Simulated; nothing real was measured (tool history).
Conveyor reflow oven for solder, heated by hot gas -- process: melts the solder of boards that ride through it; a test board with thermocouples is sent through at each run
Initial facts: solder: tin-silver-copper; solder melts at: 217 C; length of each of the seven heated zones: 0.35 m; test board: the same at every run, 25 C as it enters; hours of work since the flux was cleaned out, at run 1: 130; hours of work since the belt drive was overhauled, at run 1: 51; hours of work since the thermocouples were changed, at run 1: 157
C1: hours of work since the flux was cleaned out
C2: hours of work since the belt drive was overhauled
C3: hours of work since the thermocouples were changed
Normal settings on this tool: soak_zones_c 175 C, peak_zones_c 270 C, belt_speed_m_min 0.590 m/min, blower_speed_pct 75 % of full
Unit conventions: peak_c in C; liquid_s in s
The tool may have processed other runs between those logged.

run 1 hour=0.0 | soak_zones_c=175 peak_zones_c=270 belt_speed_m_min=0.590 blower_speed_pct=75 | C1=130 C2=51 C3=157 | peak_c=256.5 liquid_s=57.18
run 2 hour=5.5 | soak_zones_c=175 peak_zones_c=270 belt_speed_m_min=0.590 blower_speed_pct=75 | C1=133 C2=54 C3=159 | peak_c=256.2 liquid_s=56.96
run 3 hour=13.8 | soak_zones_c=175 peak_zones_c=270 belt_speed_m_min=0.590 blower_speed_pct=75 | C1=137 C2=58 C3=163 | peak_c=256.6 liquid_s=56.90
run 4 hour=23.9 | soak_zones_c=175 peak_zones_c=270 belt_speed_m_min=0.590 blower_speed_pct=75 | C1=142 C2=63 C3=168 | peak_c=256.9 liquid_s=56.83
run 5 hour=32.0 | soak_zones_c=175 peak_zones_c=270 belt_speed_m_min=0.628 blower_speed_pct=75 | C1=146 C2=66 C3=172 | peak_c=254.1 liquid_s=52.08
run 6 hour=40.4 | soak_zones_c=175 peak_zones_c=270 belt_speed_m_min=0.590 blower_speed_pct=75 | C1=150 C2=70 C3=176 | peak_c=256.2 liquid_s=56.87
run 7 hour=46.5 | soak_zones_c=175 peak_zones_c=270 belt_speed_m_min=0.590 blower_speed_pct=75 | C1=152 C2=73 C3=179 | peak_c=256.2 liquid_s=56.94
run 8 hour=53.2 | soak_zones_c=175 peak_zones_c=270 belt_speed_m_min=0.590 blower_speed_pct=75 | C1=156 C2=76 C3=182 | peak_c=256.2 liquid_s=57.05
run 9 hour=58.0 | soak_zones_c=175 peak_zones_c=270 belt_speed_m_min=0.590 blower_speed_pct=75 | C1=158 C2=79 C3=184 | peak_c=256.2 liquid_s=56.95
run 10 hour=66.3 | soak_zones_c=175 peak_zones_c=270 belt_speed_m_min=0.590 blower_speed_pct=71 | C1=162 C2=83 C3=188 | peak_c=255.8 liquid_s=56.34
run 11 hour=74.1 | soak_zones_c=175 peak_zones_c=270 belt_speed_m_min=0.590 blower_speed_pct=71 | C1=166 C2=86 C3=192 | peak_c=255.4 liquid_s=56.37
run 12 hour=79.7 | soak_zones_c=169 peak_zones_c=270 belt_speed_m_min=0.590 blower_speed_pct=71 | C1=168 C2=89 C3=195 | peak_c=254.4 liquid_s=53.92
run 13 hour=83.9 | soak_zones_c=169 peak_zones_c=270 belt_speed_m_min=0.590 blower_speed_pct=71 | C1=170 C2=91 C3=197 | peak_c=254.7 liquid_s=53.89
run 14 hour=90.6 | soak_zones_c=175 peak_zones_c=270 belt_speed_m_min=0.634 blower_speed_pct=75 | C1=173 C2=94 C3=200 | peak_c=253.6 liquid_s=51.17
run 15 hour=99.1 | soak_zones_c=175 peak_zones_c=270 belt_speed_m_min=0.634 blower_speed_pct=75 | C1=177 C2=98 C3=204 | peak_c=253.8 liquid_s=51.16
run 16 hour=108.4 | soak_zones_c=175 peak_zones_c=270 belt_speed_m_min=0.634 blower_speed_pct=75 | C1=182 C2=103 C3=208 | peak_c=254.4 liquid_s=51.12
run 17 hour=112.6 | soak_zones_c=171 peak_zones_c=270 belt_speed_m_min=0.478 blower_speed_pct=66 | C1=184 C2=105 C3=210 | peak_c=259.8 liquid_s=72.44
run 18 hour=120.0 | soak_zones_c=181 peak_zones_c=283 belt_speed_m_min=0.521 blower_speed_pct=68 | C1=187 C2=108 C3=214 | peak_c=271.2 liquid_s=74.77
run 19 hour=126.2 | soak_zones_c=181 peak_zones_c=283 belt_speed_m_min=0.521 blower_speed_pct=68 | C1=190 C2=111 C3=217 | peak_c=270.9 liquid_s=74.72
run 20 hour=131.3 | soak_zones_c=188 peak_zones_c=285 belt_speed_m_min=0.521 blower_speed_pct=68 | C1=193 C2=114 C3=219 | peak_c=273.7 liquid_s=78.38
run 21 hour=137.5 | soak_zones_c=188 peak_zones_c=285 belt_speed_m_min=0.521 blower_speed_pct=68 | C1=196 C2=117 C3=222 | peak_c=273.3 liquid_s=78.35
run 22 hour=146.8 | soak_zones_c=175 peak_zones_c=285 belt_speed_m_min=0.590 blower_speed_pct=75 | C1=200 C2=121 C3=227 | peak_c=269.6 liquid_s=63.32
-- hour=152.3 flux residue cleaned out of gas plates and filters
run 23 hour=156.3 | soak_zones_c=188 peak_zones_c=270 belt_speed_m_min=0.590 blower_speed_pct=57 | C1=2 C2=123 C3=229 | peak_c=255.0 liquid_s=60.26
run 24 hour=166.1 | soak_zones_c=175 peak_zones_c=266 belt_speed_m_min=0.590 blower_speed_pct=75 | C1=7 C2=128 C3=233 | peak_c=251.7 liquid_s=54.17
run 25 hour=171.9 | soak_zones_c=175 peak_zones_c=266 belt_speed_m_min=0.629 blower_speed_pct=59 | C1=9 C2=131 C3=236 | peak_c=247.5 liquid_s=46.57
run 26 hour=177.8 | soak_zones_c=165 peak_zones_c=270 belt_speed_m_min=0.590 blower_speed_pct=56 | C1=12 C2=133 C3=239 | peak_c=250.4 liquid_s=49.23
run 27 hour=188.2 | soak_zones_c=179 peak_zones_c=272 belt_speed_m_min=0.567 blower_speed_pct=57 | C1=17 C2=138 C3=244 | peak_c=256.1 liquid_s=60.20
-- hour=194.7 flux residue cleaned out of gas plates and filters, once more
run 28 hour=198.3 | soak_zones_c=175 peak_zones_c=270 belt_speed_m_min=0.590 blower_speed_pct=70 | C1=2 C2=141 C3=246 | peak_c=256.5 liquid_s=57.18
run 29 hour=204.9 | soak_zones_c=171 peak_zones_c=275 belt_speed_m_min=0.500 blower_speed_pct=66 | C1=5 C2=144 C3=250 | peak_c=264.1 liquid_s=71.51
run 30 hour=210.6 | soak_zones_c=172 peak_zones_c=270 belt_speed_m_min=0.507 blower_speed_pct=60 | C1=8 C2=147 C3=252 | peak_c=258.4 liquid_s=67.37
run 31 hour=215.0 | soak_zones_c=175 peak_zones_c=269 belt_speed_m_min=0.579 blower_speed_pct=75 | C1=10 C2=149 C3=254 | peak_c=256.5 liquid_s=58.58
run 32 hour=220.2 | soak_zones_c=175 peak_zones_c=269 belt_speed_m_min=0.546 blower_speed_pct=54 | C1=12 C2=151 C3=257 | peak_c=254.8 liquid_s=60.71

Branching from run 32: 3 alternative next runs. What would each branch give?
run A hour=224.9 | soak_zones_c=187 peak_zones_c=272 belt_speed_m_min=0.546 blower_speed_pct=54 | C1=14 C2=153 C3=259 | peak_c=? liquid_s=?
run B hour=224.9 | soak_zones_c=171 peak_zones_c=270 belt_speed_m_min=0.584 blower_speed_pct=65 | C1=14 C2=153 C3=259 | peak_c=? liquid_s=?
run C hour=224.9 | soak_zones_c=175 peak_zones_c=269 belt_speed_m_min=0.698 blower_speed_pct=54 | C1=14 C2=153 C3=259 | peak_c=? liquid_s=?

run=A peak_c=259.7 liquid_s=67.89
run=B peak_c=255.0 liquid_s=55.72
run=C peak_c=246.5 liquid_s=40.78
With no hidden state in the tool, these same runs would have given:
run=A peak_c=260.6 liquid_s=67.96
run=B peak_c=255.9 liquid_s=55.91
run=C peak_c=247.3 liquid_s=41.06
